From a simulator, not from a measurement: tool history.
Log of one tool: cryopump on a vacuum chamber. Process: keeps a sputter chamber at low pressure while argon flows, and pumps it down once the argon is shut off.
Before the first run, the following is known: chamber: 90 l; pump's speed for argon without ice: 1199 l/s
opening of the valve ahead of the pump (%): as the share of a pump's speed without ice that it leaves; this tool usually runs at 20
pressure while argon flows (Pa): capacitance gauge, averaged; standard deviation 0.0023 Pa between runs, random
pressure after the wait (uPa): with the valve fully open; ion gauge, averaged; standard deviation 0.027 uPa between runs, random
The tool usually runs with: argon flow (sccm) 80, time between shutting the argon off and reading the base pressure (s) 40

run   hour  argon flow (sccm)  time between shutting the argon off and reading the base pressure (s)  opening of the valve ahead of the pump (%)  pressure while argon flows (Pa)  pressure after the wait (uPa)
  1      0                 80                                                                     40                                          20                           0.5707                           1.78
  2   11.6                 80                                                                     40                                          20                           0.5743                           1.81
  3     27                 80                                                                     40                                          20                            0.571                           1.79
  4   40.5                 80                                                                     40                                          20                           0.5734                           1.83
  5   66.5                 80                                                                     30                                          20                           0.5736                           2.12
  6   85.6                 80                                                                     30                                          20                            0.578                           2.11
  7  102.9                 80                                                                     30                                          20                           0.5761                           2.11
  8  127.2                 80                                                                     53                                          20                           0.5731                            1.6
  9  141.8                 33                                                                    244                                          20                           0.2391                           1.01
 10  155.2                151                                                                    266                                          24                           0.9141                           1.02
 11  172.2                103                                                                     75                                          29                           0.5193                           1.39

Predict each of these 4 candidate next runs independently; none follows another, all start after run 11:
  A  197.3                 65                                                                    197                                          28                                ?                              ?
  B  197.3                 33                                                                     40                                          21                                ?                              ?
  C  197.3                103                                                                    124                                          29                                ?                              ?
  D  197.3                 48                                                                     34                                          25                                ?                              ?

run  pressure while argon flows (Pa)  pressure after the wait (uPa)
  A                           0.3369                           1.08
  B                           0.2278                           1.82
  C                           0.5188                            1.2
  D                           0.2806                           1.98
Stripped of hidden state, with their random variation kept, the same runs would have yielded:
run  pressure while argon flows (Pa)  pressure after the wait (uPa)
  A                           0.3257                           0.42
  B                           0.2221                           1.18
  C                            0.501                           0.54
  D                           0.2722                           1.34
